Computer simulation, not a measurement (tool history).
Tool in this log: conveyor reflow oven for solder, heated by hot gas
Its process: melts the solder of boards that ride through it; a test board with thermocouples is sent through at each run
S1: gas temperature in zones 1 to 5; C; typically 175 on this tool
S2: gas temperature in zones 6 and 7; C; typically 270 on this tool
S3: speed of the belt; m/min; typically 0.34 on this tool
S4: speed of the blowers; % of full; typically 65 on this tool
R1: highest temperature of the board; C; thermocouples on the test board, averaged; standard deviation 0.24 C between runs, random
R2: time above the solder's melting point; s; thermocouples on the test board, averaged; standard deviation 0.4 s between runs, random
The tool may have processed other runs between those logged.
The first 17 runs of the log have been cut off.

{"run": 18, "hour": 297.1, "S1": 175, "S2": 270, "S3": 0.306, "S4": 72, "R1": 261.7, "R2": 100.2}
{"run": 19, "hour": 312.5, "S1": 175, "S2": 270, "S3": 0.306, "S4": 72, "R1": 261.8, "R2": 99.9}
{"run": 20, "hour": 334.1, "S1": 173, "S2": 263, "S3": 0.349, "S4": 59, "R1": 249.2, "R2": 73.7}
{"run": 21, "hour": 357.7, "S1": 173, "S2": 263, "S3": 0.349, "S4": 59, "R1": 249.1, "R2": 73.9}
{"run": 22, "hour": 375.0, "S1": 175, "S2": 270, "S3": 0.34, "S4": 69, "R1": 258.2, "R2": 86.1}
{"run": 23, "hour": 397.6, "S1": 188, "S2": 282, "S3": 0.34, "S4": 84, "R1": 272.9, "R2": 103.5}
{"run": 24, "hour": 417.0, "S1": 188, "S2": 282, "S3": 0.34, "S4": 84, "R1": 273.3, "R2": 102.8}
{"run": 25, "hour": 430.0, "S1": 166, "S2": 274, "S3": 0.34, "S4": 65, "R1": 259.5, "R2": 83.2}
{"run": 26, "hour": 451.9, "S1": 166, "S2": 258, "S3": 0.34, "S4": 65, "R1": 245.4, "R2": 69.3}
{"run": 27, "hour": 462.5, "S1": 175, "S2": 277, "S3": 0.34, "S4": 83, "R1": 266.8, "R2": 93.7}
{"run": 28, "hour": 482.9, "S1": 175, "S2": 277, "S3": 0.34, "S4": 83, "R1": 266.9, "R2": 92.8}
{"run": 29, "hour": 506.4, "S1": 175, "S2": 277, "S3": 0.34, "S4": 83, "R1": 266.5, "R2": 93.7}
{"run": 30, "hour": 516.6, "S1": 171, "S2": 266, "S3": 0.272, "S4": 56, "R1": 257.8, "R2": 108}

Consider 4 possible next runs. They are alternatives, not a sequence: every one starts from the tool as it was left by run 30. What does each give?
{"run": "A", "hour": 539.5, "S1": 189, "S2": 279, "S3": 0.343, "S4": 65, "R1": "?", "R2": "?"}
{"run": "B", "hour": 539.5, "S1": 189, "S2": 279, "S3": 0.34, "S4": 62, "R1": "?", "R2": "?"}
{"run": "C", "hour": 539.5, "S1": 165, "S2": 266, "S3": 0.272, "S4": 56, "R1": "?", "R2": "?"}
{"run": "D", "hour": 539.5, "S1": 182, "S2": 274, "S3": 0.34, "S4": 58, "R1": "?", "R2": "?"}

run=A R1=267.9 R2=99.2
run=B R1=267.6 R2=100.3
run=C R1=257.4 R2=102.4
run=D R1=261 R2=92.8
Had the tool no hidden state, the same runs would have come out as:
run=A R1=267.1 R2=98.4
run=B R1=266.8 R2=99.5
run=C R1=256.4 R2=101.4
run=D R1=260.2 R2=92
